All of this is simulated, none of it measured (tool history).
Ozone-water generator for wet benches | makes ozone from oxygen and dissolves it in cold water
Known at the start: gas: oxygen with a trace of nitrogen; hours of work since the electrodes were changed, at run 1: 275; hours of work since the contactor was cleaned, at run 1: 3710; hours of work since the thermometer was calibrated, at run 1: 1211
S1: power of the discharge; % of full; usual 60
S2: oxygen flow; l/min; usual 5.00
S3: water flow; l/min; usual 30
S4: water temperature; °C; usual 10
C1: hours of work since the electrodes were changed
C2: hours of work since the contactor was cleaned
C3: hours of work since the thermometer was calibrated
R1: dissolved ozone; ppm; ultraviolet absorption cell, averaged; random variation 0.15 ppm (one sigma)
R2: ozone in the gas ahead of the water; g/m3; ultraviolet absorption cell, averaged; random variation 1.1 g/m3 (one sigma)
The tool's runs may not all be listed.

{"run": 1, "hour": 0.0, "S1": 60, "S2": 5.0, "S3": 30, "S4": 10, "C1": 275, "C2": 3710, "C3": 1211, "R1": 17.8, "R2": 188.2}
{"run": 2, "hour": 20.9, "S1": 60, "S2": 6.46, "S3": 30, "S4": 10, "C1": 293, "C2": 3729, "C3": 1230, "R1": 19.5, "R2": 173.2}
{"run": 3, "hour": 40.0, "S1": 60, "S2": 6.46, "S3": 38, "S4": 10, "C1": 310, "C2": 3746, "C3": 1247, "R1": 15.2, "R2": 174.9}
{"run": 4, "hour": 62.8, "S1": 60, "S2": 5.0, "S3": 27, "S4": 10, "C1": 331, "C2": 3766, "C3": 1267, "R1": 19.6, "R2": 188.2}
{"run": 5, "hour": 90.8, "S1": 60, "S2": 8.53, "S3": 30, "S4": 10, "C1": 356, "C2": 3791, "C3": 1292, "R1": 21.4, "R2": 158.9}
{"run": 6, "hour": 115.9, "S1": 60, "S2": 8.53, "S3": 30, "S4": 10, "C1": 378, "C2": 3813, "C3": 1314, "R1": 21.0, "R2": 159.2}
{"run": 7, "hour": 139.2, "S1": 60, "S2": 8.53, "S3": 30, "S4": 10, "C1": 399, "C2": 3834, "C3": 1335, "R1": 21.3, "R2": 159.1}
{"run": 8, "hour": 174.9, "S1": 60, "S2": 8.53, "S3": 30, "S4": 10, "C1": 431, "C2": 3866, "C3": 1367, "R1": 21.3, "R2": 157.2}
{"hour": 182.2, "done": "contactor cleaned"}
{"run": 9, "hour": 207.8, "S1": 60, "S2": 8.53, "S3": 30, "S4": 10, "C1": 456, "C2": 23, "C3": 1393, "R1": 20.7, "R2": 156.6}
{"run": 10, "hour": 243.7, "S1": 60, "S2": 8.53, "S3": 30, "S4": 10, "C1": 488, "C2": 55, "C3": 1425, "R1": 20.8, "R2": 158.0}
{"hour": 249.2, "done": "contactor cleaned, once more"}
{"run": 11, "hour": 278.2, "S1": 60, "S2": 8.53, "S3": 30, "S4": 10, "C1": 515, "C2": 26, "C3": 1452, "R1": 22.0, "R2": 157.0}
{"run": 12, "hour": 297.1, "S1": 60, "S2": 8.53, "S3": 30, "S4": 10, "C1": 532, "C2": 43, "C3": 1469, "R1": 21.8, "R2": 157.9}
{"run": 13, "hour": 327.3, "S1": 60, "S2": 8.53, "S3": 30, "S4": 10, "C1": 559, "C2": 70, "C3": 1496, "R1": 21.7, "R2": 157.3}
{"run": 14, "hour": 359.3, "S1": 89, "S2": 3.56, "S3": 30, "S4": 10, "C1": 588, "C2": 98, "C3": 1524, "R1": 19.8, "R2": 265.1}
{"run": 15, "hour": 391.9, "S1": 61, "S2": 3.74, "S3": 36, "S4": 6, "C1": 617, "C2": 127, "C3": 1553, "R1": 13.4, "R2": 206.2}
{"run": 16, "hour": 427.2, "S1": 44, "S2": 5.0, "S3": 30, "S4": 11, "C1": 648, "C2": 158, "C3": 1584, "R1": 14.7, "R2": 154.0}
{"run": 17, "hour": 446.5, "S1": 60, "S2": 5.0, "S3": 38, "S4": 10, "C1": 665, "C2": 176, "C3": 1602, "R1": 14.2, "R2": 187.6}
{"run": 18, "hour": 484.0, "S1": 60, "S2": 8.58, "S3": 30, "S4": 9, "C1": 699, "C2": 209, "C3": 1635, "R1": 22.1, "R2": 156.3}
{"run": 19, "hour": 500.1, "S1": 60, "S2": 3.31, "S3": 30, "S4": 9, "C1": 713, "C2": 223, "C3": 1649, "R1": 15.1, "R2": 210.9}
{"run": 20, "hour": 529.2, "S1": 50, "S2": 5.0, "S3": 30, "S4": 11, "C1": 739, "C2": 249, "C3": 1675, "R1": 16.1, "R2": 167.8}
{"run": 21, "hour": 565.1, "S1": 85, "S2": 7.09, "S3": 32, "S4": 11, "C1": 771, "C2": 281, "C3": 1707, "R1": 23.6, "R2": 208.3}
{"run": 22, "hour": 582.5, "S1": 60, "S2": 3.99, "S3": 30, "S4": 10, "C1": 786, "C2": 297, "C3": 1723, "R1": 16.3, "R2": 199.2}
{"run": 23, "hour": 618.3, "S1": 60, "S2": 3.99, "S3": 30, "S4": 10, "C1": 818, "C2": 329, "C3": 1755, "R1": 16.5, "R2": 199.2}
{"run": 24, "hour": 646.2, "S1": 81, "S2": 3.81, "S3": 21, "S4": 6, "C1": 843, "C2": 354, "C3": 1780, "R1": 28.4, "R2": 244.4}
{"run": 25, "hour": 668.7, "S1": 81, "S2": 3.81, "S3": 23, "S4": 6, "C1": 863, "C2": 374, "C3": 1800, "R1": 26.0, "R2": 244.3}

4 ways to go on from here, each from the tool as it stands after run 25. What would each give?
{"run": "A", "hour": 696.7, "S1": 98, "S2": 3.4, "S3": 30, "S4": 12, "C1": 888, "C2": 398, "C3": 1824, "R1": "?", "R2": "?"}
{"run": "B", "hour": 696.7, "S1": 88, "S2": 5.0, "S3": 47, "S4": 10, "C1": 888, "C2": 398, "C3": 1824, "R1": "?", "R2": "?"}
{"run": "C", "hour": 696.7, "S1": 99, "S2": 3.6, "S3": 35, "S4": 10, "C1": 888, "C2": 398, "C3": 1824, "R1": "?", "R2": "?"}
{"run": "D", "hour": 696.7, "S1": 60, "S2": 2.9, "S3": 39, "S4": 15, "C1": 888, "C2": 398, "C3": 1824, "R1": "?", "R2": "?"}

run=A R1=20.2 R2=281.4
run=B R1=13.9 R2=234.2
run=C R1=17.9 R2=278.5
run=D R1=10.1 R2=220.4
Without the tool's hidden state the same runs would have given:
run=A R1=20.7 R2=287.6
run=B R1=14.3 R2=239.1
run=C R1=18.3 R2=284.6
run=D R1=10.3 R2=224.0
